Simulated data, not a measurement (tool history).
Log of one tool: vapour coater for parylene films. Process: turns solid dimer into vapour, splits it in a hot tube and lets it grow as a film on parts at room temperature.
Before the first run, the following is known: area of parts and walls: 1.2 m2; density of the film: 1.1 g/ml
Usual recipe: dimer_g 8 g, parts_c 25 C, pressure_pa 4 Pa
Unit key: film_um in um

run	day	dimer_g	parts_c	pressure_pa	film_um
1	0	8	25	4	3.71
2	0.483	8	25	4	3.71
3	1.471	8	25	10.39	3.23
4	2.562	8	25	10.39	3.23
5	3.158	8	25	10.39	3.18
6	4.192	5	20	2.73	2.91
7	4.896	5	20	2.73	2.92
8	5.696	5	20	2.73	2.92
9	6.379	8	19	11.49	3.92

Run 10 comes next. What will it give?
10	7.146	3	22	8.17	?

film_um: 1.37 um
If the tool had no hidden condition, the same run with the same run-to-run variation would have returned film_um 1.41 um.
